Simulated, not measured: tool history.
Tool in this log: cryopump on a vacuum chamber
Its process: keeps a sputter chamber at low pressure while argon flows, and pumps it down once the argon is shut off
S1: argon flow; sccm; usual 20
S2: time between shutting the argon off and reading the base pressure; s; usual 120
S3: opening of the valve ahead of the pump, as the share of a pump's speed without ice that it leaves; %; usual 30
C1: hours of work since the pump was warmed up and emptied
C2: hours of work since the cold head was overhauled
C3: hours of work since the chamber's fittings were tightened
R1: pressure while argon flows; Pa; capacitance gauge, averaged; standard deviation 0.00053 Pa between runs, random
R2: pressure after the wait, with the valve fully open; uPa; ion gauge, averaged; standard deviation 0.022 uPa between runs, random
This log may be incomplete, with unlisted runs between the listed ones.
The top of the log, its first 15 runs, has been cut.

| run | hour | S1 | S2 | S3 | C1 | C2 | C3 | R1 | R2 |
|---|---|---|---|---|---|---|---|---|---|
| 16 | 171.5 | 20 | 120 | 30 | 470 | 470 | 184 | 0.0730 | 0.71 |
| 17 | 186.3 | 12 | 120 | 30 | 481 | 481 | 194 | 0.0432 | 0.74 |
| 18 | 196.5 | 38 | 33 | 18 | 488 | 488 | 201 | 0.2269 | 1.72 |
| 19 | 206.6 | 38 | 33 | 18 | 495 | 495 | 208 | 0.2256 | 1.69 |
| 20 | 214.7 | 38 | 33 | 18 | 500 | 500 | 214 | 0.2272 | 1.71 |
| 21 | 223.1 | 38 | 33 | 18 | 506 | 506 | 220 | 0.2276 | 1.67 |
| 22 | 230.1 | 19 | 33 | 35 | 511 | 511 | 225 | 0.0611 | 1.67 |
| 23 | 241.4 | 27 | 134 | 38 | 519 | 519 | 233 | 0.0802 | 0.66 |
| 24 | 255.3 | 17 | 120 | 28 | 529 | 529 | 242 | 0.0677 | 0.73 |
| 25 | 268.5 | 15 | 120 | 26 | 538 | 538 | 252 | 0.0647 | 0.72 |
| 26 | 278.5 | 9 | 37 | 26 | 545 | 545 | 259 | 0.0378 | 1.58 |
| 27 | 285.0 | 11 | 140 | 16 | 549 | 549 | 263 | 0.0738 | 0.68 |
| 28 | 293.5 | 13 | 295 | 47 | 555 | 555 | 269 | 0.0332 | 0.51 |
| 29 | 302.7 | 13 | 295 | 47 | 562 | 562 | 275 | 0.0340 | 0.53 |
| 30 | 311.3 | 13 | 105 | 47 | 568 | 568 | 281 | 0.0320 | 0.81 |
| 31 | 318.9 | 13 | 105 | 47 | 573 | 573 | 287 | 0.0334 | 0.81 |
| 32 | 325.6 | 10 | 105 | 47 | 578 | 578 | 291 | 0.0259 | 0.83 |

Run 33 comes next. What will it give?
| 33 | 334.1 | 25 | 38 | 59 | 584 | 584 | 297 | ? | ? |

{"run 33": {"R1": 0.0521, "R2": 1.57}}
The same run, on a tool lacking any hidden state, would have yielded R1 0.0426 Pa, R2 1.37 uPa.
